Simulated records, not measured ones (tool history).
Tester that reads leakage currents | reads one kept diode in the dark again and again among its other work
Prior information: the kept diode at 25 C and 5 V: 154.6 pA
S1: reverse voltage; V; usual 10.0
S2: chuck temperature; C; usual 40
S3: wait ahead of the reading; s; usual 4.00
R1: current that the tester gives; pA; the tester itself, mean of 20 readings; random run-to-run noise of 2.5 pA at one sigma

run,hour,S1,S2,S3,R1
1,0.0,10.0,40,4.00,722.23
2,61.5,10.0,40,4.00,718.63
3,88.9,10.0,40,4.00,718.52
4,119.2,10.0,40,4.00,716.44
5,149.9,10.0,31,4.00,332.66
6,196.8,10.0,31,4.00,394.93
7,228.6,10.0,31,4.00,396.55
8,273.9,10.0,31,4.00,394.72
9,303.7,10.0,32,4.00,425.82
10,359.2,10.0,40,4.00,833.42
11,425.3,10.0,40,4.00,827.88
12,485.2,10.0,40,0.92,827.20
13,515.4,3.8,33,0.92,263.97
14,562.9,3.8,33,0.92,262.81
15,592.2,10.0,42,4.00,963.40
16,642.5,19.0,35,3.30,786.78
17,693.0,6.8,34,5.52,395.07
18,734.4,14.6,40,4.00,1010.78
19,798.1,10.0,38,4.00,684.66
20,838.7,10.0,38,4.00,682.79
21,880.3,10.0,28,0.81,296.78
22,917.8,10.0,28,0.81,292.95
23,981.7,10.7,35,4.51,545.78

Put back what was entered between runs (3 entries, withheld): which listed runs does each sit between, and how does the hidden state differ from the listed run before to the listed run after?
Runs 5 to 6: chuck's temperature calibrated (hour 178.6)
  stray current of the dirty probe card, pA a volt: 0.535 -> 0.551; current scale over the true one, %: 0.37 -> 0.38; true chuck temperature over the reading, C: -2.12 -> -0.16
  measured result minus the result with no hidden state, R1: -60.41 -> +1.39 pA
Runs 15 to 16: tester calibrated (hour 598.5)
  stray current of the dirty probe card, pA a volt: 0.708 -> 0.727; current scale over the true one, %: 0.48 -> 0.58; true chuck temperature over the reading, C: -0.5 -> -0.54
  measured result minus the result with no hidden state, R1: -27.85 -> -17.88 pA
Runs 21 to 22: tester calibrated, once more (hour 902.5)
  stray current of the dirty probe card, pA a volt: 0.823 -> 0.839; current scale over the true one, %: 0.64 -> 0.1; true chuck temperature over the reading, C: -0.75 -> -0.78
  measured result minus the result with no hidden state, R1: -9.57 -> -11.72 pA

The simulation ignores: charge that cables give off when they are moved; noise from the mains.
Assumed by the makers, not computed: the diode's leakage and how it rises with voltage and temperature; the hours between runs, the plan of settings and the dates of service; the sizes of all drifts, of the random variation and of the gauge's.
